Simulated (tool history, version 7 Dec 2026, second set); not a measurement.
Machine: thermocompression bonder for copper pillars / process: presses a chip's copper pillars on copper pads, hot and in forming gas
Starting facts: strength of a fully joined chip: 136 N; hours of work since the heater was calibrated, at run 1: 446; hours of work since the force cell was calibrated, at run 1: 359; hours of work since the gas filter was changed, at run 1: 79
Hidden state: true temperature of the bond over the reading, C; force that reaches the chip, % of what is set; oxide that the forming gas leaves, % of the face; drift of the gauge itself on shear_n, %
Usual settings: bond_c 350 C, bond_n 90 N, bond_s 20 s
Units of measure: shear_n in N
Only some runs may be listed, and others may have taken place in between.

run     day  bond_c  bond_n  bond_s  hours of work since the heater was calibrated  hours of work since the force cell was calibrated  hours of work since the gas filter was changed  shear_n
  1       0     350      90      20                                            446                                                359                                              79     73.4
  2   1.108     350     126      20                                            459                                                372                                              93     84.2
  3   2.183     350      90      20                                            472                                                385                                             106     74.5
  4   2.912     338      90      20                                            481                                                394                                             115     66.9
  5   3.938     338      90      20                                            494                                                407                                             127     66.7
  6   4.812     338      90      20                                            504                                                417                                             138       67
  7   6.058     338      90      20                                            519                                                432                                             153     67.2
  8    7.05     338      90      20                                            531                                                444                                             165     66.8
  9   8.304     331      90      37                                            546                                                459                                             180     77.8
 10   9.521     331      90      37                                            561                                                474                                             195     77.5
 11  10.388     344      69      16                                            572                                                484                                             205     58.8
 12  11.512     344      69      23                                            585                                                498                                             219     66.2
 13  12.125     352      60      60                                            593                                                505                                             226     90.6
 14  13.333     352      60      60                                            607                                                520                                             241     91.2
 15  14.671     328      90      20                                            623                                                536                                             257     61.5

Had the tool no unlogged condition, and each run kept its random variation, what would the results have been?
run  shear_n
  1     73.4
  2     84.1
  3     74.3
  4     66.6
  5     66.3
  6     66.6
  7     66.8
  8     66.3
  9     77.1
 10     76.7
 11     58.1
 12     65.4
 13     89.4
 14     89.9
 15     60.5
